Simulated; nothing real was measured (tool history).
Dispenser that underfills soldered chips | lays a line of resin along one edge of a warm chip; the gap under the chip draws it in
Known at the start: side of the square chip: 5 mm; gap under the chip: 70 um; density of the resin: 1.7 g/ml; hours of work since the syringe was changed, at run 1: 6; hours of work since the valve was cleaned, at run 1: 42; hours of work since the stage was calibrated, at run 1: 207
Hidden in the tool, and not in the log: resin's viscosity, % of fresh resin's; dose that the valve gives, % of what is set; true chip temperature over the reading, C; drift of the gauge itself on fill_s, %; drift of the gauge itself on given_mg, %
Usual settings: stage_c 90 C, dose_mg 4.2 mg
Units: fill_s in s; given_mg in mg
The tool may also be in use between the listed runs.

run     day  stage_c  dose_mg  hours of work since the syringe was changed  hours of work since the valve was cleaned  hours of work since the stage was calibrated  fill_s  given_mg
  1       0       90      4.2                                            6                                         42                                           207     9.2     4.086
        0.1  -- dispensing valve cleaned and set on the balance
      0.179  -- new syringe of resin
      0.654  -- new syringe of resin
  2     0.7       90      4.2                                            1                                          9                                           217     7.6     4.179
      1.104  -- new syringe of resin
  3   1.171       90      4.2                                            1                                         17                                           225     7.2     4.166
      1.592  -- new syringe of resin
  4   1.688       90      4.2                                            2                                         25                                           233     7.8     4.155
      2.054  -- new syringe of resin
  5   2.146       90      4.2                                            1                                         32                                           240       8     4.118
      2.504  -- new syringe of resin
  6   2.667       90      4.2                                            3                                         41                                           248     8.5     4.106
      2.908  -- dispensing valve cleaned and set on the balance
      3.017  -- new syringe of resin
  7   3.154       90      4.2                                            2                                          4                                           256     7.7     4.204
      3.504  -- new syringe of resin
  8   3.708       90      4.2                                            3                                         13                                           264     8.4     4.177
      3.975  -- new syringe of resin
  9   4.104       90      4.2                                            2                                         19                                           271     8.1     4.156
      4.421  -- new syringe of resin
 10   4.679       90     5.38                                            4                                         28                                           280       8     5.296
      4.883  -- new syringe of resin
 11   5.021       90     5.38                                            2                                         33                                           285     7.5     5.283
      5.354  -- new syringe of resin
 12   5.371       90     5.38                                            0                                         39                                           291     7.8     5.276
      5.675  -- dispensing valve cleaned and set on the balance
 13   5.746       96      4.2                                            6                                          1                                           296     7.8      4.19
      5.838  -- new syringe of resin
 14    6.15       96      4.2                                            5                                          7                                           302     6.7      4.17
      6.321  -- new syringe of resin
 15   6.562       96      4.2                                            4                                         14                                           309     7.1     4.168
        6.8  -- new syringe of resin
 16   6.988       96      4.2                                            3                                         21                                           316     7.2     4.147
      7.267  -- new syringe of resin
 17    7.35       96      4.2                                            1                                         26                                           321     6.6     4.135
       7.75  -- new syringe of resin
 18   7.867       96      4.2                                            2                                         35                                           329     6.6      4.11
      8.217  -- new syringe of resin
 19    8.35      102     5.43                                            2                                         42                                           337     5.9     5.306
      8.462  -- dispensing valve cleaned and set on the balance
      8.746  -- new syringe of resin
 20   8.804       98     4.32                                            1                                          5                                           344     5.9     4.298
 21   9.125       98     4.32                                            6                                         11                                           349     7.6     4.289
      9.242  -- new syringe of resin
 22   9.442       83     4.67                                            3                                         16                                           354      10     4.618
        9.7  -- new syringe of resin
 23   9.879       77      3.7                                            3                                         22                                           361    12.6     3.646
     10.162  -- new syringe of resin
 24  10.383       77      3.7                                            4                                         30                                           369    12.8     3.619
     10.633  -- new syringe of resin
 25  11.054       76      4.4                                            7                                         41                                           379    14.3     4.283
     11.104  -- new syringe of resin
     11.242  -- dispensing valve cleaned and set on the balance
     11.592  -- new syringe of resin
 26  11.592       92     4.72                                            0                                          5                                           387     6.5     4.703
 27   11.95       92     4.72                                            6                                         11                                           393       8     4.697
     12.071  -- new syringe of resin
     12.525  -- new syringe of resin
 28  12.554       93     4.39                                            0                                         21                                           402     6.5     4.336

The next listed run, before its measurement:
     13.004  -- new syringe of resin
 29  13.054       93     4.39                                            1                                         29                                           410       ?         ?

fill_s: 6.9 s
given_mg: 4.324 mg
Without the tool's hidden state the same run would have given fill_s 6.4 s, given_mg 4.396 mg.
